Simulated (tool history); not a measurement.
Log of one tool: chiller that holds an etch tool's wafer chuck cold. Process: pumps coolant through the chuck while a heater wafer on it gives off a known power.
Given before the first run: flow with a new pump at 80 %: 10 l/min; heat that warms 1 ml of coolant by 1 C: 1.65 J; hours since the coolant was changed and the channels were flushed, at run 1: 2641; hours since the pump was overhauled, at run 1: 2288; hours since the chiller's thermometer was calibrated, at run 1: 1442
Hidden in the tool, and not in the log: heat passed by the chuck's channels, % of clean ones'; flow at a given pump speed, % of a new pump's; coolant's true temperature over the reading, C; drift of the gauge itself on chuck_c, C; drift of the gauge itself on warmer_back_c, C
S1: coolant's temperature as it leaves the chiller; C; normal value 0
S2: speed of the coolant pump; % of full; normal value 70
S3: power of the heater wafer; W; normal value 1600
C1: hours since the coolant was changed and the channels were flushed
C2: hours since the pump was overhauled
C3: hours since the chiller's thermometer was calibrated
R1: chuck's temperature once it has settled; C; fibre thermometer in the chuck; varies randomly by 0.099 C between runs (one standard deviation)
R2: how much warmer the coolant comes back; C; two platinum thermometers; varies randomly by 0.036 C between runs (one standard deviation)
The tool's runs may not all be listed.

{"run": 1, "day": 0.0, "S1": 0, "S2": 70, "S3": 1600, "C1": 2641, "C2": 2288, "C3": 1442, "R1": 13.02, "R2": 6.8}
{"run": 2, "day": 1.15, "S1": 0, "S2": 70, "S3": 1600, "C1": 2669, "C2": 2316, "C3": 1470, "R1": 13.02, "R2": 6.89}
{"run": 3, "day": 2.046, "S1": 0, "S2": 70, "S3": 1600, "C1": 2690, "C2": 2337, "C3": 1491, "R1": 13.03, "R2": 6.84}
{"run": 4, "day": 3.421, "S1": 0, "S2": 70, "S3": 1600, "C1": 2723, "C2": 2371, "C3": 1524, "R1": 13.19, "R2": 6.87}
{"run": 5, "day": 4.888, "S1": 0, "S2": 70, "S3": 1600, "C1": 2758, "C2": 2406, "C3": 1560, "R1": 13.23, "R2": 6.93}
{"run": 6, "day": 5.988, "S1": 0, "S2": 70, "S3": 1600, "C1": 2785, "C2": 2432, "C3": 1586, "R1": 13.09, "R2": 6.82}
{"run": 7, "day": 7.312, "S1": 0, "S2": 70, "S3": 1764, "C1": 2816, "C2": 2464, "C3": 1618, "R1": 14.61, "R2": 7.56}
{"run": 8, "day": 9.296, "S1": 0, "S2": 70, "S3": 1764, "C1": 2864, "C2": 2511, "C3": 1665, "R1": 14.59, "R2": 7.59}
{"run": 9, "day": 11.146, "S1": 0, "S2": 70, "S3": 1764, "C1": 2908, "C2": 2556, "C3": 1710, "R1": 14.78, "R2": 7.56}
{"run": 10, "day": 13.171, "S1": 0, "S2": 70, "S3": 1600, "C1": 2957, "C2": 2605, "C3": 1758, "R1": 13.1, "R2": 6.86}
{"run": 11, "day": 15.183, "S1": 0, "S2": 70, "S3": 1600, "C1": 3005, "C2": 2653, "C3": 1807, "R1": 13.09, "R2": 6.83}
{"run": 12, "day": 17.342, "S1": 3, "S2": 85, "S3": 1849, "C1": 3057, "C2": 2705, "C3": 1859, "R1": 16.24, "R2": 6.51}
{"run": 13, "day": 18.333, "S1": 0, "S2": 87, "S3": 1370, "C1": 3081, "C2": 2728, "C3": 1882, "R1": 9.34, "R2": 4.68}
{"run": 14, "day": 20.383, "S1": 0, "S2": 78, "S3": 1370, "C1": 3130, "C2": 2778, "C3": 1931, "R1": 10.45, "R2": 5.28}
{"run": 15, "day": 22.288, "S1": 0, "S2": 72, "S3": 2078, "C1": 3176, "C2": 2823, "C3": 1977, "R1": 17, "R2": 8.71}
{"run": 16, "day": 24.392, "S1": 8, "S2": 70, "S3": 1600, "C1": 3226, "C2": 2874, "C3": 2028, "R1": 21.24, "R2": 6.88}
{"run": 17, "day": 26.075, "S1": 8, "S2": 70, "S3": 1600, "C1": 3267, "C2": 2914, "C3": 2068, "R1": 21.32, "R2": 6.87}
{"run": 18, "day": 28.208, "S1": -2, "S2": 93, "S3": 1713, "C1": 3318, "C2": 2965, "C3": 2119, "R1": 9.44, "R2": 5.58}
{"run": 19, "day": 29.562, "S1": -2, "S2": 93, "S3": 1913, "C1": 3350, "C2": 2998, "C3": 2152, "R1": 10.81, "R2": 6.13}
{"run": 20, "day": 30.583, "S1": 8, "S2": 93, "S3": 1803, "C1": 3375, "C2": 3022, "C3": 2176, "R1": 19.93, "R2": 5.84}
{"run": 21, "day": 31.975, "S1": 8, "S2": 90, "S3": 1628, "C1": 3408, "C2": 3056, "C3": 2210, "R1": 19.13, "R2": 5.46}
{"run": 22, "day": 33.975, "S1": 8, "S2": 90, "S3": 1628, "C1": 3456, "C2": 3104, "C3": 2258, "R1": 19.08, "R2": 5.46}

Per-run results on a tool with no hidden state, each run keeping its own random variation:
run=1 R1=12.57 R2=6.62
run=2 R1=12.57 R2=6.7
run=3 R1=12.57 R2=6.65
run=4 R1=12.73 R2=6.68
run=5 R1=12.77 R2=6.73
run=6 R1=12.63 R2=6.62
run=7 R1=14.06 R2=7.34
run=8 R1=14.03 R2=7.36
run=9 R1=14.22 R2=7.33
run=10 R1=12.62 R2=6.65
run=11 R1=12.61 R2=6.61
run=12 R1=15.74 R2=6.3
run=13 R1=9.11 R2=4.52
run=14 R1=10.16 R2=5.11
run=15 R1=16.24 R2=8.41
run=16 R1=20.74 R2=6.64
run=17 R1=20.82 R2=6.63
run=18 R1=9.05 R2=5.38
run=19 R1=10.32 R2=5.9
run=20 R1=19.49 R2=5.63
run=21 R1=18.77 R2=5.26
run=22 R1=18.71 R2=5.26
